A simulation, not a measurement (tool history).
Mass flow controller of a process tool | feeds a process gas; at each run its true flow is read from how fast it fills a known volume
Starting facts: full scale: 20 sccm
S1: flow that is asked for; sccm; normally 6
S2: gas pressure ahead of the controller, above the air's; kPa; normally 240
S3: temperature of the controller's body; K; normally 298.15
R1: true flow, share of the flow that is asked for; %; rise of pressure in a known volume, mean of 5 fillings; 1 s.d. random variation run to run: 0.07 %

run 1 hour=0 | S1=6 S2=240 S3=298.15 | R1=102.26
run 2 hour=251.5 | S1=6 S2=240 S3=298.15 | R1=102.43
run 3 hour=592.2 | S1=6 S2=196 S3=298.15 | R1=102.84
run 4 hour=1060.7 | S1=6 S2=196 S3=298.15 | R1=103.02
run 5 hour=1352.7 | S1=6 S2=196 S3=298.15 | R1=103.21
run 6 hour=1842.2 | S1=6 S2=240 S3=294.15 | R1=103.65
run 7 hour=2333.7 | S1=6 S2=240 S3=294.15 | R1=103.98
run 8 hour=2562.4 | S1=6 S2=240 S3=294.15 | R1=104.13
run 9 hour=3069.7 | S1=6 S2=240 S3=295.15 | R1=104.43
run 10 hour=3494.2 | S1=6 S2=240 S3=295.15 | R1=104.48
run 11 hour=3717.8 | S1=6 S2=240 S3=295.15 | R1=104.76
-- hour=4148.7 controller exchanged for a calibrated one
run 12 hour=4148.7 | S1=6 S2=240 S3=298.15 | R1=98.08
run 13 hour=4609.4 | S1=6 S2=240 S3=298.15 | R1=98.41
run 14 hour=4958.8 | S1=6 S2=240 S3=298.15 | R1=98.6
run 15 hour=5281.7 | S1=10 S2=240 S3=298.15 | R1=99.17
run 16 hour=5680 | S1=10 S2=240 S3=298.15 | R1=99.22
run 17 hour=6071.2 | S1=20 S2=240 S3=298.15 | R1=100.39
run 18 hour=6426.9 | S1=20 S2=240 S3=298.15 | R1=100.36
run 19 hour=6689 | S1=20 S2=240 S3=298.15 | R1=100.5
run 20 hour=6954.4 | S1=6 S2=246 S3=298.15 | R1=99.82
run 21 hour=7456.3 | S1=6 S2=246 S3=298.15 | R1=100.23
run 22 hour=7886 | S1=6 S2=240 S3=298.15 | R1=100.58
run 23 hour=8290.3 | S1=6 S2=240 S3=298.15 | R1=100.79
run 24 hour=8497 | S1=6 S2=240 S3=298.15 | R1=100.93
run 25 hour=8895 | S1=14 S2=197 S3=304.15 | R1=100.81
run 26 hour=9165.5 | S1=6 S2=240 S3=306.15 | R1=100.45
run 27 hour=9450.2 | S1=5 S2=183 S3=305.15 | R1=101.58
run 28 hour=9894.9 | S1=5 S2=270 S3=293.15 | R1=102.33
run 29 hour=10157.3 | S1=15 S2=185 S3=298.15 | R1=101.74
run 30 hour=10387 | S1=3 S2=203 S3=296.15 | R1=104.26
run 31 hour=10806.1 | S1=17 S2=179 S3=305.15 | R1=101.68
run 32 hour=11238.3 | S1=17 S2=179 S3=312.15 | R1=101.32
run 33 hour=11658.3 | S1=19 S2=261 S3=302.15 | R1=101.94
run 34 hour=12070.1 | S1=10 S2=240 S3=313.15 | R1=101.11
run 35 hour=12388.9 | S1=10 S2=240 S3=313.15 | R1=101.18
run 36 hour=12614.4 | S1=11 S2=240 S3=313.15 | R1=101.29
run 37 hour=13065.9 | S1=11 S2=175 S3=294.15 | R1=103.51
run 38 hour=13335.1 | S1=11 S2=175 S3=294.15 | R1=103.68
run 39 hour=13745.9 | S1=11 S2=175 S3=294.15 | R1=103.67
-- hour=13944.1 controller exchanged for a calibrated one
run 40 hour=14145.4 | S1=11 S2=175 S3=294.15 | R1=99.78
run 41 hour=14465.5 | S1=11 S2=175 S3=294.15 | R1=99.86
run 42 hour=14919.4 | S1=14 S2=186 S3=310.15 | R1=98.92
run 43 hour=15200.9 | S1=14 S2=180 S3=310.15 | R1=99.06
run 44 hour=15575.5 | S1=10 S2=180 S3=307.15 | R1=99.16
run 45 hour=16067.3 | S1=10 S2=180 S3=307.15 | R1=99.35
run 46 hour=16484.5 | S1=3 S2=250 S3=311.15 | R1=99.52
run 47 hour=16821.4 | S1=15 S2=162 S3=308.15 | R1=100.13

Alternative continuations, all from the tool just after run 47; predict every row:
run A hour=17224.6 | S1=19 S2=223 S3=308.15 | R1=?
run B hour=17224.6 | S1=8 S2=211 S3=308.15 | R1=?
run C hour=17224.6 | S1=15 S2=262 S3=296.15 | R1=?

run=A R1=100.28
run=B R1=99.61
run=C R1=100.74
With no hidden state in the tool, these same runs would have given:
run=A R1=98.91
run=B R1=97.71
run=C R1=99.27

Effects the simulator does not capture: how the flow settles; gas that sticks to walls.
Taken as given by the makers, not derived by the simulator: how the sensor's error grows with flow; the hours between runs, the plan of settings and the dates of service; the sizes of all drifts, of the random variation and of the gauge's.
